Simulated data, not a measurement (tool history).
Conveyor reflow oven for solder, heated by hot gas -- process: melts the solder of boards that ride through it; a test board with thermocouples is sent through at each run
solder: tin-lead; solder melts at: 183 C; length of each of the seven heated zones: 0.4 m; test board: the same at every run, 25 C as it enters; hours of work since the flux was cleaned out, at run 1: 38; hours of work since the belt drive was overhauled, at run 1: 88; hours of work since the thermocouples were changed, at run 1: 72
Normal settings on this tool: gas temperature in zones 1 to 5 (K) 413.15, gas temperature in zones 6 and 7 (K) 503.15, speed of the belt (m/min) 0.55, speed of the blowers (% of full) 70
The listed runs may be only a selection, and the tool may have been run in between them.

run	hour	gas temperature in zones 1 to 5 (K)	gas temperature in zones 6 and 7 (K)	speed of the belt (m/min)	speed of the blowers (% of full)	hours of work since the flux was cleaned out	hours of work since the belt drive was overhauled	hours of work since the thermocouples were changed	highest temperature of the board (K)	time above the solder's melting point (s)
1	0	413.15	503.15	0.55	70	38	88	72	489.45	66.3
2	13.5	398.15	503.15	0.55	70	44	93	78	487.65	59
3	28.4	398.15	503.15	0.55	62	50	99	84	485.75	56.5
4	40.4	398.15	503.15	0.55	62	55	104	89	486.15	56.6
5	50.2	398.15	499.15	0.55	62	59	108	93	482.25	53.1
6	63.5	398.15	499.15	0.55	62	64	114	98	482.05	52.8
7	78.1	398.15	499.15	0.55	62	70	120	105	481.55	52.6
8	87.8	413.15	503.15	0.477	70	74	124	109	492.75	81.5
9	105.3	416.15	503.15	0.55	56	81	131	116	487.55	65.1
10	113.6	403.15	512.15	0.487	80	85	135	119	501.55	81.7

What does the tool deliver on the next run?
11	124.8	401.15	506.15	0.55	70	89	139	124	?	?

Logged for run 11: highest temperature of the board (K) 490.65, time above the solder's melting point (s) 62.3.
With no hidden state in the tool, this same run would have given highest temperature of the board (K) 491.35, time above the solder's melting point (s) 62.7.
